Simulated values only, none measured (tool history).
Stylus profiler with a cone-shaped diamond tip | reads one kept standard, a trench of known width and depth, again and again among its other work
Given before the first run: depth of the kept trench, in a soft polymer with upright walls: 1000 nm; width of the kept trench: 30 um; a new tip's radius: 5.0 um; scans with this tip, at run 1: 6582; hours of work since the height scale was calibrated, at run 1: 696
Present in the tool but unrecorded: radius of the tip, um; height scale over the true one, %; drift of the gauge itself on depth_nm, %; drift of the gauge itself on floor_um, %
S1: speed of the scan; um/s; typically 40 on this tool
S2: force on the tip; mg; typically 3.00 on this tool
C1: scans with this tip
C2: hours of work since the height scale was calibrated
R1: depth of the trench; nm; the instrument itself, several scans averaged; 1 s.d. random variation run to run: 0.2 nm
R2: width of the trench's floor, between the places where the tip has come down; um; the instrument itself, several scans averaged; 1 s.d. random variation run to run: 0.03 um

{"run": 1, "day": 0.0, "S1": 40, "S2": 3.0, "C1": 6582, "C2": 696, "R1": 1009.65, "R2": 23.91}
{"run": 2, "day": 1.096, "S1": 40, "S2": 3.0, "C1": 6767, "C2": 715, "R1": 1009.6, "R2": 23.85}
{"run": 3, "day": 2.383, "S1": 79, "S2": 3.0, "C1": 6982, "C2": 738, "R1": 1009.55, "R2": 23.89}
{"run": 4, "day": 3.862, "S1": 79, "S2": 3.0, "C1": 7231, "C2": 764, "R1": 1009.82, "R2": 23.88}
{"run": 5, "day": 4.904, "S1": 40, "S2": 2.05, "C1": 7406, "C2": 783, "R1": 1007.5, "R2": 23.94}
{"run": 6, "day": 6.179, "S1": 25, "S2": 3.0, "C1": 7620, "C2": 805, "R1": 1009.68, "R2": 23.94}
{"run": 7, "day": 7.758, "S1": 40, "S2": 6.71, "C1": 7885, "C2": 833, "R1": 1016.54, "R2": 23.94}
{"run": 8, "day": 9.275, "S1": 40, "S2": 6.71, "C1": 8140, "C2": 860, "R1": 1016.53, "R2": 23.97}
{"run": 9, "day": 10.212, "S1": 40, "S2": 6.71, "C1": 8297, "C2": 877, "R1": 1016.53, "R2": 23.93}
{"run": 10, "day": 11.254, "S1": 40, "S2": 6.71, "C1": 8472, "C2": 895, "R1": 1016.87, "R2": 23.88}
{"run": 11, "day": 12.904, "S1": 40, "S2": 6.71, "C1": 8749, "C2": 925, "R1": 1017.06, "R2": 23.99}
{"run": 12, "day": 14.483, "S1": 40, "S2": 6.71, "C1": 9014, "C2": 953, "R1": 1016.83, "R2": 23.98}
{"run": 13, "day": 15.296, "S1": 52, "S2": 6.71, "C1": 9151, "C2": 967, "R1": 1016.77, "R2": 23.92}
{"run": 14, "day": 16.475, "S1": 52, "S2": 6.71, "C1": 9348, "C2": 988, "R1": 1016.69, "R2": 23.94}
{"run": 15, "day": 17.762, "S1": 65, "S2": 3.0, "C1": 9565, "C2": 1011, "R1": 1009.62, "R2": 23.84}
{"run": 16, "day": 18.633, "S1": 40, "S2": 3.0, "C1": 9711, "C2": 1026, "R1": 1009.37, "R2": 23.87}
{"run": 17, "day": 20.262, "S1": 40, "S2": 3.0, "C1": 9984, "C2": 1055, "R1": 1009.58, "R2": 23.94}
{"run": 18, "day": 21.821, "S1": 40, "S2": 5.51, "C1": 10247, "C2": 1083, "R1": 1014.66, "R2": 23.98}
{"run": 19, "day": 23.588, "S1": 40, "S2": 8.81, "C1": 10543, "C2": 1114, "R1": 1020.32, "R2": 23.87}
{"run": 20, "day": 24.979, "S1": 40, "S2": 3.0, "C1": 10776, "C2": 1139, "R1": 1009.64, "R2": 23.91}
{"run": 21, "day": 26.212, "S1": 33, "S2": 7.62, "C1": 10984, "C2": 1161, "R1": 1018.34, "R2": 23.97}
{"run": 22, "day": 27.975, "S1": 60, "S2": 2.38, "C1": 11280, "C2": 1192, "R1": 1008.3, "R2": 23.81}
{"run": 23, "day": 29.088, "S1": 67, "S2": 3.0, "C1": 11466, "C2": 1212, "R1": 1009.53, "R2": 23.89}
{"run": 24, "day": 30.079, "S1": 57, "S2": 3.0, "C1": 11633, "C2": 1229, "R1": 1009.8, "R2": 23.92}
{"run": 25, "day": 31.154, "S1": 80, "S2": 3.0, "C1": 11813, "C2": 1249, "R1": 1009.71, "R2": 23.86}
{"run": 26, "day": 32.029, "S1": 129, "S2": 3.32, "C1": 11960, "C2": 1264, "R1": 1010.19, "R2": 23.76}
{"run": 27, "day": 32.829, "S1": 12, "S2": 6.0, "C1": 12094, "C2": 1278, "R1": 1015.57, "R2": 24.01}
{"run": 28, "day": 33.992, "S1": 12, "S2": 6.0, "C1": 12289, "C2": 1299, "R1": 1015.03, "R2": 24.0}
{"run": 29, "day": 35.267, "S1": 12, "S2": 2.31, "C1": 12504, "C2": 1322, "R1": 1008.46, "R2": 23.98}
{"run": 30, "day": 36.271, "S1": 18, "S2": 3.0, "C1": 12673, "C2": 1339, "R1": 1009.59, "R2": 23.88}
{"run": 31, "day": 37.754, "S1": 30, "S2": 2.02, "C1": 12922, "C2": 1366, "R1": 1007.27, "R2": 23.89}
{"run": 32, "day": 39.083, "S1": 30, "S2": 2.02, "C1": 13145, "C2": 1389, "R1": 1007.23, "R2": 23.89}
{"run": 33, "day": 40.15, "S1": 42, "S2": 3.45, "C1": 13324, "C2": 1408, "R1": 1010.4, "R2": 23.89}
{"run": 34, "day": 41.108, "S1": 145, "S2": 1.91, "C1": 13484, "C2": 1425, "R1": 1006.96, "R2": 23.69}
{"run": 35, "day": 42.704, "S1": 155, "S2": 8.22, "C1": 13753, "C2": 1454, "R1": 1019.29, "R2": 23.8}
{"run": 36, "day": 44.012, "S1": 155, "S2": 8.22, "C1": 13972, "C2": 1477, "R1": 1019.42, "R2": 23.77}
{"run": 37, "day": 44.762, "S1": 155, "S2": 8.22, "C1": 14098, "C2": 1490, "R1": 1019.07, "R2": 23.76}

Forecast each of these 5 alternatives for the next run:
{"run": "A", "day": 45.554, "S1": 155, "S2": 8.7, "C1": 14231, "C2": 1504, "R1": "?", "R2": "?"}
{"run": "B", "day": 45.554, "S1": 29, "S2": 8.62, "C1": 14231, "C2": 1504, "R1": "?", "R2": "?"}
{"run": "C", "day": 45.554, "S1": 124, "S2": 7.14, "C1": 14231, "C2": 1504, "R1": "?", "R2": "?"}
{"run": "D", "day": 45.554, "S1": 155, "S2": 2.46, "C1": 14231, "C2": 1504, "R1": "?", "R2": "?"}
{"run": "E", "day": 45.554, "S1": 40, "S2": 4.81, "C1": 14231, "C2": 1504, "R1": "?", "R2": "?"}

run=A R1=1020.12 R2=23.83
run=B R1=1020.27 R2=23.98
run=C R1=1017.69 R2=23.80
run=D R1=1008.67 R2=23.66
run=E R1=1013.49 R2=23.96
The same runs, with their run-to-run variation unchanged, on a tool lacking any hidden condition would have given:
run=A R1=1020.13 R2=23.84
run=B R1=1020.28 R2=23.99
run=C R1=1017.70 R2=23.82
run=D R1=1008.68 R2=23.67
run=E R1=1013.50 R2=23.98
